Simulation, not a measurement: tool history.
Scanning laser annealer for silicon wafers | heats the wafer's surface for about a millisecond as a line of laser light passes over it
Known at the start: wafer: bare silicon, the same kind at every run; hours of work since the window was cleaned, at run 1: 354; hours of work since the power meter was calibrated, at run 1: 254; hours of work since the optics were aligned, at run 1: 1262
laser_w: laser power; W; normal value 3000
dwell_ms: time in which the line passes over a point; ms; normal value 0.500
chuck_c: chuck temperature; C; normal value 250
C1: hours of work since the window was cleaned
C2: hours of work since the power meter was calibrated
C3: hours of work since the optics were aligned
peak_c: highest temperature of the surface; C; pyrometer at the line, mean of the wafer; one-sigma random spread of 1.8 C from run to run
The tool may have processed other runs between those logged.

Run 1, day 0.000: usual settings; C1 354; C2 254; C3 1262. Result: peak_c 1079 C.
Run 2, day 0.704: usual settings; C1 366; C2 267; C3 1275. Result: peak_c 1076 C.
Run 3, day 1.275: usual settings; C1 376; C2 277; C3 1285. Result: peak_c 1078 C.
Run 4, day 2.221: usual settings; C1 393; C2 294; C3 1302. Result: peak_c 1075 C.
Run 5, day 3.292: usual settings; C1 412; C2 313; C3 1321. Result: peak_c 1080 C.
Run 6, day 4.275: usual settings; C1 430; C2 331; C3 1338. Result: peak_c 1079 C.
Run 7, day 4.917: usual settings but laser_w 3149 W; C1 441; C2 342; C3 1350. Result: peak_c 1125 C.
Run 8, day 5.633: usual settings but laser_w 3149 W; C1 454; C2 355; C3 1363. Result: peak_c 1123 C.
Run 9, day 6.396: usual settings but laser_w 3149 W; C1 468; C2 369; C3 1376. Result: peak_c 1124 C.
Run 10, day 7.017: usual settings; C1 479; C2 380; C3 1387. Result: peak_c 1073 C.
Run 11, day 7.954: usual settings but laser_w 3085 W, dwell_ms 0.425 ms, chuck_c 269 C; C1 496; C2 396; C3 1404. Result: peak_c 1040 C.

For run 12, what comes out?
Run 12, day 8.421: usual settings but laser_w 3085 W, dwell_ms 0.425 ms, chuck_c 269 C; C1 504; C2 405; C3 1412. Result: peak_c ?.

{"run 12": {"peak_c": 1042}}
Without the tool's hidden state the same run would have given peak_c 1043 C.
